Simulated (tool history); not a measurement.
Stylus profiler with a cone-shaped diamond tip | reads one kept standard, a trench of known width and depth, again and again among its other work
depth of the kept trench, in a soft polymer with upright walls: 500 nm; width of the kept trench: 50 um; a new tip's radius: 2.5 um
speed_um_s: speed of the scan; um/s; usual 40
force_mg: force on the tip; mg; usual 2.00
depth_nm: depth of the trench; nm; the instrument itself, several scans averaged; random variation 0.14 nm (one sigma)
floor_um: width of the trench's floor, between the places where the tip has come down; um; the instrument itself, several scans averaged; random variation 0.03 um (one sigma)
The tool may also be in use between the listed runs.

{"run": 1, "hour": 0.0, "speed_um_s": 40, "force_mg": 2.0, "depth_nm": 506.98, "floor_um": 46.06}
{"run": 2, "hour": 32.1, "speed_um_s": 40, "force_mg": 2.0, "depth_nm": 507.41, "floor_um": 46.05}
{"run": 3, "hour": 68.0, "speed_um_s": 40, "force_mg": 2.0, "depth_nm": 507.27, "floor_um": 46.05}
{"run": 4, "hour": 110.6, "speed_um_s": 40, "force_mg": 2.0, "depth_nm": 507.01, "floor_um": 46.03}
{"run": 5, "hour": 162.7, "speed_um_s": 11, "force_mg": 2.0, "depth_nm": 507.27, "floor_um": 46.09}
{"run": 6, "hour": 189.5, "speed_um_s": 40, "force_mg": 1.0, "depth_nm": 505.6, "floor_um": 45.97}
{"run": 7, "hour": 236.8, "speed_um_s": 40, "force_mg": 1.0, "depth_nm": 505.07, "floor_um": 45.92}
{"run": 8, "hour": 272.5, "speed_um_s": 40, "force_mg": 4.09, "depth_nm": 510.42, "floor_um": 45.96}
{"run": 9, "hour": 320.9, "speed_um_s": 40, "force_mg": 4.09, "depth_nm": 510.93, "floor_um": 45.92}
{"run": 10, "hour": 365.9, "speed_um_s": 40, "force_mg": 4.09, "depth_nm": 510.79, "floor_um": 45.92}
{"run": 11, "hour": 412.9, "speed_um_s": 40, "force_mg": 4.09, "depth_nm": 510.87, "floor_um": 45.86}
{"run": 12, "hour": 437.3, "speed_um_s": 40, "force_mg": 5.42, "depth_nm": 512.42, "floor_um": 45.88}
{"run": 13, "hour": 491.5, "speed_um_s": 40, "force_mg": 5.42, "depth_nm": 512.72, "floor_um": 45.88}
{"run": 14, "hour": 537.0, "speed_um_s": 24, "force_mg": 5.42, "depth_nm": 512.77, "floor_um": 45.87}
{"run": 15, "hour": 580.6, "speed_um_s": 30, "force_mg": 1.87, "depth_nm": 507.67, "floor_um": 45.87}
{"run": 16, "hour": 616.7, "speed_um_s": 32, "force_mg": 2.0, "depth_nm": 507.46, "floor_um": 45.8}
{"run": 17, "hour": 658.9, "speed_um_s": 91, "force_mg": 1.07, "depth_nm": 506.03, "floor_um": 45.45}
{"run": 18, "hour": 708.4, "speed_um_s": 91, "force_mg": 1.07, "depth_nm": 506.15, "floor_um": 45.46}
{"run": 19, "hour": 752.6, "speed_um_s": 80, "force_mg": 4.95, "depth_nm": 512.3, "floor_um": 45.69}
{"run": 20, "hour": 805.2, "speed_um_s": 82, "force_mg": 0.78, "depth_nm": 505.71, "floor_um": 45.35}
{"run": 21, "hour": 855.5, "speed_um_s": 82, "force_mg": 0.78, "depth_nm": 506.04, "floor_um": 45.39}
{"run": 22, "hour": 910.0, "speed_um_s": 82, "force_mg": 0.78, "depth_nm": 505.66, "floor_um": 45.29}
{"run": 23, "hour": 948.1, "speed_um_s": 87, "force_mg": 0.8, "depth_nm": 505.73, "floor_um": 45.3}
{"run": 24, "hour": 985.7, "speed_um_s": 45, "force_mg": 0.8, "depth_nm": 505.88, "floor_um": 45.52}

Forecast each of these 5 alternatives for the next run:
{"run": "A", "hour": 1009.7, "speed_um_s": 14, "force_mg": 0.8, "depth_nm": "?", "floor_um": "?"}
{"run": "B", "hour": 1009.7, "speed_um_s": 26, "force_mg": 5.31, "depth_nm": "?", "floor_um": "?"}
{"run": "C", "hour": 1009.7, "speed_um_s": 49, "force_mg": 1.58, "depth_nm": "?", "floor_um": "?"}
{"run": "D", "hour": 1009.7, "speed_um_s": 85, "force_mg": 2.0, "depth_nm": "?", "floor_um": "?"}
{"run": "E", "hour": 1009.7, "speed_um_s": 37, "force_mg": 0.8, "depth_nm": "?", "floor_um": "?"}

run=A depth_nm=506.00 floor_um=45.64
run=B depth_nm=513.31 floor_um=45.69
run=C depth_nm=507.57 floor_um=45.53
run=D depth_nm=508.45 floor_um=45.43
run=E depth_nm=505.93 floor_um=45.59
Without the tool's hidden state the same runs would have given:
run=A depth_nm=502.88 floor_um=46.91
run=B depth_nm=510.14 floor_um=46.96
run=C depth_nm=504.44 floor_um=46.80
run=D depth_nm=505.32 floor_um=46.70
run=E depth_nm=502.81 floor_um=46.86
